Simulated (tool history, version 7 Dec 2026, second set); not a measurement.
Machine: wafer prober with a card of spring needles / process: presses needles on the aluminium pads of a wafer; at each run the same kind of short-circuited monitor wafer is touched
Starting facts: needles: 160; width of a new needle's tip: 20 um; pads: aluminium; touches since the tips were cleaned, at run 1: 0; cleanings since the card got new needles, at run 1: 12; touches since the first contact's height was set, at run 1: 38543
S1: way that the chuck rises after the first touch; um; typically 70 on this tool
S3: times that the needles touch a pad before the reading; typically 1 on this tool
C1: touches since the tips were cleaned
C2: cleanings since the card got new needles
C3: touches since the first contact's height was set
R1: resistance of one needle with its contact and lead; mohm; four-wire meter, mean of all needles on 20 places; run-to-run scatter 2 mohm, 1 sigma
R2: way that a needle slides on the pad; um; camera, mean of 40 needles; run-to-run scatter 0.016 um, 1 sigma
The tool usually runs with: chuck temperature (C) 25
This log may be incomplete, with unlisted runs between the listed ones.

run 1 hour=0 | S1=70 chuck_temperature_(C)=25 S3=1 | C1=0 C2=12 C3=38543 | R1=222 R2=13.37
-- hour=18.7 tips cleaned on abrasive film
run 2 hour=28.1 | S1=70 chuck_temperature_(C)=25 S3=1 | C1=4471 C2=13 C3=51868 | R1=221 R2=13.38
-- hour=37 tips cleaned on abrasive film
run 3 hour=43.2 | S1=70 chuck_temperature_(C)=25 S3=1 | C1=2926 C2=14 C3=58993 | R1=224 R2=13.4
-- hour=55.8 tips cleaned on abrasive film
run 4 hour=64.6 | S1=70 chuck_temperature_(C)=48 S3=1 | C1=4169 C2=15 C3=69134 | R1=230 R2=13.46
-- hour=74.5 tips cleaned on abrasive film
run 5 hour=81.4 | S1=70 chuck_temperature_(C)=48 S3=1 | C1=3250 C2=16 C3=77078 | R1=230 R2=13.47
-- hour=84.4 height of the first contact set anew
-- hour=93.4 tips cleaned on abrasive film
run 6 hour=107.8 | S1=70 chuck_temperature_(C)=48 S3=1 | C1=6863 C2=17 C3=11104 | R1=230 R2=13.48
-- hour=112.4 tips cleaned on abrasive film
run 7 hour=123.1 | S1=70 chuck_temperature_(C)=25 S3=1 | C1=5106 C2=18 C3=18328 | R1=224 R2=13.47
-- hour=131.5 tips cleaned on abrasive film
run 8 hour=138.1 | S1=68 chuck_temperature_(C)=25 S3=1 | C1=3175 C2=19 C3=25436 | R1=224 R2=13.11
-- hour=149.2 tips cleaned on abrasive film
run 9 hour=166.4 | S1=68 chuck_temperature_(C)=25 S3=1 | C1=8194 C2=20 C3=38825 | R1=222 R2=13.12
-- hour=167.7 tips cleaned on abrasive film
-- hour=187.1 tips cleaned on abrasive film
run 10 hour=188.8 | S1=68 chuck_temperature_(C)=25 S3=1 | C1=811 C2=22 C3=49388 | R1=221 R2=13.2
run 11 hour=201.2 | S1=70 chuck_temperature_(C)=49 S3=1 | C1=6724 C2=22 C3=55301 | R1=229 R2=13.57
-- hour=206 tips cleaned on abrasive film
run 12 hour=218.3 | S1=70 chuck_temperature_(C)=116 S3=1 | C1=5822 C2=23 C3=63369 | R1=243 R2=13.56
-- hour=224.6 tips cleaned on abrasive film
run 13 hour=238.7 | S1=72 chuck_temperature_(C)=116 S3=3 | C1=6742 C2=24 C3=73073 | R1=247 R2=14
-- hour=243.7 tips cleaned on abrasive film
-- hour=250.7 height of the first contact set anew
-- hour=263.3 tips cleaned on abrasive film
run 14 hour=265.8 | S1=63 chuck_temperature_(C)=25 S3=1 | C1=1170 C2=26 C3=7138 | R1=224 R2=12.25
-- hour=281 tips cleaned on abrasive film
run 15 hour=292.4 | S1=83 chuck_temperature_(C)=30 S3=1 | C1=5415 C2=27 C3=19784 | R1=218 R2=16.19
-- hour=298.8 tips cleaned on abrasive film
run 16 hour=312.2 | S1=61 chuck_temperature_(C)=39 S3=1 | C1=6386 C2=28 C3=29145 | R1=227 R2=11.92
-- hour=317.4 tips cleaned on abrasive film
run 17 hour=332.7 | S1=62 chuck_temperature_(C)=25 S3=1 | C1=7291 C2=29 C3=38874 | R1=225 R2=12.15
-- hour=337 tips cleaned on abrasive film
-- hour=354.9 tips cleaned on abrasive film
run 18 hour=357.8 | S1=62 chuck_temperature_(C)=25 S3=2 | C1=1393 C2=31 C3=50704 | R1=224 R2=12.16
-- hour=369.6 gauge calibrated
-- hour=372.9 tips cleaned on abrasive film
run 19 hour=381.8 | S1=56 chuck_temperature_(C)=25 S3=1 | C1=4247 C2=32 C3=62098 | R1=232 R2=10.72
-- hour=391.2 tips cleaned on abrasive film
run 20 hour=397.3 | S1=56 chuck_temperature_(C)=25 S3=1 | C1=2905 C2=33 C3=69419 | R1=229 R2=10.72
-- hour=409.3 tips cleaned on abrasive film
run 21 hour=414 | S1=70 chuck_temperature_(C)=123 S3=1 | C1=2208 C2=34 C3=77300 | R1=251 R2=13.42
-- hour=416.6 height of the first contact set anew
-- hour=427.6 tips cleaned on abrasive film
run 22 hour=427.6 | S1=55 chuck_temperature_(C)=29 S3=2 | C1=0 C2=35 C3=5198 | R1=232 R2=10.56
-- hour=445.3 tips cleaned on abrasive film
run 23 hour=453.9 | S1=70 chuck_temperature_(C)=93 S3=2 | C1=4116 C2=36 C3=17682 | R1=240 R2=13.46
-- hour=465.3 tips cleaned on abrasive film
run 24 hour=476 | S1=51 chuck_temperature_(C)=93 S3=2 | C1=5074 C2=37 C3=28125 | R1=251 R2=9.83

What differs in the tool's unlogged condition from the final listed run ahead of each entry between runs to the first listed run following it?
Logged between run 1 and run 2: tips cleaned on abrasive film (hour 18.7)
  debris on the tips, nm: 0 -> 0.3; drift of the gauge itself on scrub_um, %: 0 -> 0.21
  measured result minus the result with no hidden state, R2: +0 -> +0.03 um
Logged between run 2 and run 3: tips cleaned on abrasive film (hour 37)
  debris on the tips, nm: 0.3 -> 0.2; drift of the gauge itself on scrub_um, %: 0.21 -> 0.32
  measured result minus the result with no hidden state, R2: +0.03 -> +0.04 um
Logged between run 3 and run 4: tips cleaned on abrasive film (hour 55.8)
  debris on the tips, nm: 0.2 -> 0.3; drift of the gauge itself on scrub_um, %: 0.32 -> 0.48
  measured result minus the result with no hidden state, R2: +0.04 -> +0.07 um
Logged between run 4 and run 5: tips cleaned on abrasive film (hour 74.5)
  debris on the tips, nm: 0.3 -> 0.2; drift of the gauge itself on scrub_um, %: 0.48 -> 0.61
  measured result minus the result with no hidden state, R2: +0.07 -> +0.09 um
Logged between run 5 and run 6: height of the first contact set anew (hour 84.4); tips cleaned on abrasive film (hour 93.4)
  debris on the tips, nm: 0.2 -> 0.4; drift of the gauge itself on scrub_um, %: 0.61 -> 0.81
  measured result minus the result with no hidden state, R2: +0.09 -> +0.11 um
Logged between run 6 and run 7: tips cleaned on abrasive film (hour 112.4)
  debris on the tips, nm: 0.4 -> 0.3; drift of the gauge itself on scrub_um, %: 0.81 -> 0.92
  measured result minus the result with no hidden state, R2: +0.11 -> +0.12 um
Logged between run 7 and run 8: tips cleaned on abrasive film (hour 131.5)
  debris on the tips, nm: 0.3 -> 0.2; drift of the gauge itself on scrub_um, %: 0.92 -> 1.03
  measured result minus the result with no hidden state, R2: +0.12 -> +0.14 um
Logged between run 8 and run 9: tips cleaned on abrasive film (hour 149.2)
  debris on the tips, nm: 0.2 -> 0.4; drift of the gauge itself on scrub_um, %: 1.03 -> 1.24
  measured result minus the result with no hidden state, R2: +0.14 -> +0.16 um
Logged between run 9 and run 10: tips cleaned on abrasive film (hour 167.7); tips cleaned on abrasive film (hour 187.1)
  debris on the tips, nm: 0.4 -> 0.1; drift of the gauge itself on scrub_um, %: 1.24 -> 1.41
  measured result minus the result with no hidden state, R2: +0.16 -> +0.19 um
Logged between run 11 and run 12: tips cleaned on abrasive film (hour 206)
  drift of the gauge itself on scrub_um, %: 1.5 -> 1.63
  measured result minus the result with no hidden state, R2: +0.2 -> +0.22 um
Logged between run 12 and run 13: tips cleaned on abrasive film (hour 224.6)
  drift of the gauge itself on scrub_um, %: 1.63 -> 1.79
  measured result minus the result with no hidden state, R2: +0.22 -> +0.25 um
Logged between run 13 and run 14: tips cleaned on abrasive film (hour 243.7); height of the first contact set anew (hour 250.7); tips cleaned on abrasive film (hour 263.3)
  debris on the tips, nm: 0.4 -> 0.1; drift of the gauge itself on scrub_um, %: 1.79 -> 1.99
  measured result minus the result with no hidden state, R2: +0.25 -> +0.24 um
Logged between run 14 and run 15: tips cleaned on abrasive film (hour 281)
  debris on the tips, nm: 0.1 -> 0.4; drift of the gauge itself on scrub_um, %: 1.99 -> 2.19
  measured result minus the result with no hidden state, R2: +0.24 -> +0.34 um
Logged between run 15 and run 16: tips cleaned on abrasive film (hour 298.8)
  drift of the gauge itself on scrub_um, %: 2.19 -> 2.33
  measured result minus the result with no hidden state, R2: +0.34 -> +0.27 um
Logged between run 16 and run 17: tips cleaned on abrasive film (hour 317.4)
  drift of the gauge itself on scrub_um, %: 2.33 -> 2.49
  measured result minus the result with no hidden state, R2: +0.27 -> +0.29 um
Logged between run 17 and run 18: tips cleaned on abrasive film (hour 337); tips cleaned on abrasive film (hour 354.9)
  debris on the tips, nm: 0.4 -> 0.2; drift of the gauge itself on scrub_um, %: 2.49 -> 2.67
  measured result minus the result with no hidden state, R2: +0.29 -> +0.32 um
Logged between run 18 and run 19: gauge calibrated (hour 369.6); tips cleaned on abrasive film (hour 372.9)
  debris on the tips, nm: 0.2 -> 0.3; drift of the gauge itself on scrub_um, %: 2.67 -> 0.09
  measured result minus the result with no hidden state, R2: +0.32 -> +0.01 um
Logged between run 19 and run 20: tips cleaned on abrasive film (hour 391.2)
  debris on the tips, nm: 0.3 -> 0.2; drift of the gauge itself on scrub_um, %: 0.09 -> 0.21
  measured result minus the result with no hidden state, R2: +0.01 -> +0.02 um
Logged between run 20 and run 21: tips cleaned on abrasive film (hour 409.3)
  drift of the gauge itself on scrub_um, %: 0.21 -> 0.33
  measured result minus the result with no hidden state, R2: +0.02 -> +0.05 um
Logged between run 21 and run 22: height of the first contact set anew (hour 416.6); tips cleaned on abrasive film (hour 427.6)
  debris on the tips, nm: 0.2 -> 0; drift of the gauge itself on scrub_um, %: 0.33 -> 0.43
  measured result minus the result with no hidden state, R2: +0.05 -> +0.05 um
Logged between run 22 and run 23: tips cleaned on abrasive film (hour 445.3)
  debris on the tips, nm: 0 -> 0.3; drift of the gauge itself on scrub_um, %: 0.43 -> 0.63
  measured result minus the result with no hidden state, R2: +0.05 -> +0.08 um
Logged between run 23 and run 24: tips cleaned on abrasive film (hour 465.3)
  drift of the gauge itself on scrub_um, %: 0.63 -> 0.79
  measured result minus the result with no hidden state, R2: +0.08 -> +0.08 um
